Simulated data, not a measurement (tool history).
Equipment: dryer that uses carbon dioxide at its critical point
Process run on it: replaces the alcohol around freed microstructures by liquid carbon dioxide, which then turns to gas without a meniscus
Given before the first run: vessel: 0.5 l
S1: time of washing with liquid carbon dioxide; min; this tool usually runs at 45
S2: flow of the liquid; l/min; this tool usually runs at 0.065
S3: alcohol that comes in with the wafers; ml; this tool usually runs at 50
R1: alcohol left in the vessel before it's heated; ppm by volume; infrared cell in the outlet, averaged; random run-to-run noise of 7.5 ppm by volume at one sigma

run    hour  S1      S2   S3     R1
  1       0  45   0.065   50    770
  2    35.3  45   0.065   50    788
  3    52.7  45   0.065   50    832
  4    78.1  45   0.065   50    384
  5   102.2  45   0.065   50    421
  6   134.5  45   0.065   50    439
  7   162.3  45   0.065   50    464
  8     193  45   0.065   50    462
  9   219.1  45   0.065   50    492
 10   245.1  45   0.065   50    517
 11   263.1  45   0.065   50    524
 12     289  45   0.065   50    530
 13   325.3  45   0.065   50    566
 14   359.9  45  0.0687   50    451
 15   388.8  45  0.0687   50    461
 16   422.7  45  0.0687   50    488
 17   460.5  46  0.0687   50    482
 18   484.7  46  0.0687   50    481
 19   523.6  46  0.0687   50    519
 20   547.6  45   0.065   50    745
 21   583.2  53   0.065   50    379
 22     609  53   0.065   50    407
 23   642.5  45   0.065   50    827
 24   665.7  41  0.0415   53   6281
 25     691  45    0.04  112  11133
 26     714  45    0.04  112  11598
 27   730.9  39    0.04  112  17385
 28   765.5  62  0.0552   26    212
 29   800.8  45  0.0702   34    320
 30   827.9  45  0.0702   34    333
 31     850  64   0.065   50    179
 32   875.1  58  0.0638   58    272
 33   904.4  30   0.065   50   2872
 34   931.9  45  0.0987   28    190
 35   953.5  41  0.0987  102    286
 36   986.8  29  0.0457   27   5133
 37  1010.3  66  0.0457   23    362
 38  1040.7  66  0.0457   23    391
 39  1066.8  66  0.0457   23    395
 40  1094.5  66  0.0457   23    234
 41  1129.2  66  0.0601   23     54
 42  1166.3  31  0.0856   50    977
 43  1198.3  54  0.0955   36     32
 44  1217.1  54  0.0955   37     44
 45  1254.4  54  0.0466   30    823
 46  1287.4  51  0.0717   20    120

Between the runs listed above, the log contained 3 entries, not reproduced here. Where in the sequence does each belong, and how does what the log doesn't record of the tool's condition differ from the listed run before to the listed run after?
Run 3 -> run 4: inlet filter changed (hour 76.2)
  flow that reaches the vessel past the clogged filter, %: 86.3 -> 99.8; alcohol in the recycled carbon dioxide, ppm: 22.9 -> 26.7
  measured less the result without the state, R1: +453 -> +26 ppm by volume
Run 27 -> run 28: inlet filter changed (hour 733.9)
  flow that reaches the vessel past the clogged filter, %: 86.7 -> 99.3; alcohol in the recycled carbon dioxide, ppm: 130.5 -> 135.9
  measured less the result without the state, R1: +5764 -> +135 ppm by volume
Run 39 -> run 40: purifier's bed changed (hour 1088.3)
  flow that reaches the vessel past the clogged filter, %: 93.2 -> 92.8; alcohol in the recycled carbon dioxide, ppm: 183.6 -> 7.1
  measured less the result without the state, R1: +245 -> +78 ppm by volume

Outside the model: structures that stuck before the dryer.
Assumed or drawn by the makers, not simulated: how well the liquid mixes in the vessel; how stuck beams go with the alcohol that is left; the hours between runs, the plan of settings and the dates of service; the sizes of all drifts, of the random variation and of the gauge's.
